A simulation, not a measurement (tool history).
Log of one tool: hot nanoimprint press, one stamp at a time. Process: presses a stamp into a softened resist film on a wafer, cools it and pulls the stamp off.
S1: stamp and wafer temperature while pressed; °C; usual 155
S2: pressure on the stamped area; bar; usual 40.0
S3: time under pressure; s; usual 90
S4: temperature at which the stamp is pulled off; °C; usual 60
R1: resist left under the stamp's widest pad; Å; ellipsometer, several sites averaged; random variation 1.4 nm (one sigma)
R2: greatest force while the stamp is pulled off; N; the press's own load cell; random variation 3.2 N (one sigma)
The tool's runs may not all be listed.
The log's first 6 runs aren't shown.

run   hour   S1    S2   S3  S4    R1   R2
  7   89.5  155  40.0   90  48  2113  197
  8   98.5  155  40.0   90  51  2120  200
  9  114.7  155  40.0   90  51  2114  199
 10  124.1  155  40.0   90  51  2135  198
 11  144.7  155  40.0   90  60  2117  170
 12  154.1  155  40.0   90  60  2077  165
 13  171.0  155  40.0  163  60  1641  170
 14  190.6  165  40.0   90  60  1048  171
 15  205.6  165  40.0   90  60  1052  174
     212.5  -- plate thermocouple calibrated
 16  229.2  164  56.2   73  45  1085  252
 17  246.5  160  40.0   90  60  1540  187
 18  262.2  163  40.0   90  60  1229  191
 19  277.0  144  40.0  100  64  3902  179
     288.6  -- stamp cleaned and given a new release coat
 20  304.2  155  52.9   76  48  2094  200
 21  313.1  155  26.4   76  57  2737  174
 22  322.3  155  26.4   76  57  2702  168
 23  338.8  155  40.0   90  60  2162  163
 24  356.8  155  40.0   90  60  2169  164
 25  374.5  159  33.3   53  59  2211  166
 26  384.1  159  42.1  110  53  1455  200
 27  403.5  159  42.1  110  65  1456  148
 28  413.2  153  40.0  127  51  2150  217
 29  433.4  153  40.0  127  51  2156  225
 30  449.0  146  33.9  165  48  3247  233

4 ways to go on from here, each from the tool as it stands after run 30. What would each give?
  A  459.1  146  34.9  173  48   ?   ?
  B  459.1  146  55.1  165  50   ?   ?
  C  459.1  146  47.6  165  48   ?   ?
  D  459.1  153  40.0   90  60   ?   ?

run    R1   R2
  A  3198  249
  B  2814  244
  C  2924  248
  D  2435  183
Without the tool's hidden state the same runs would have given:
run    R1   R2
  A  3276  201
  B  2884  197
  C  2997  200
  D  2499  148
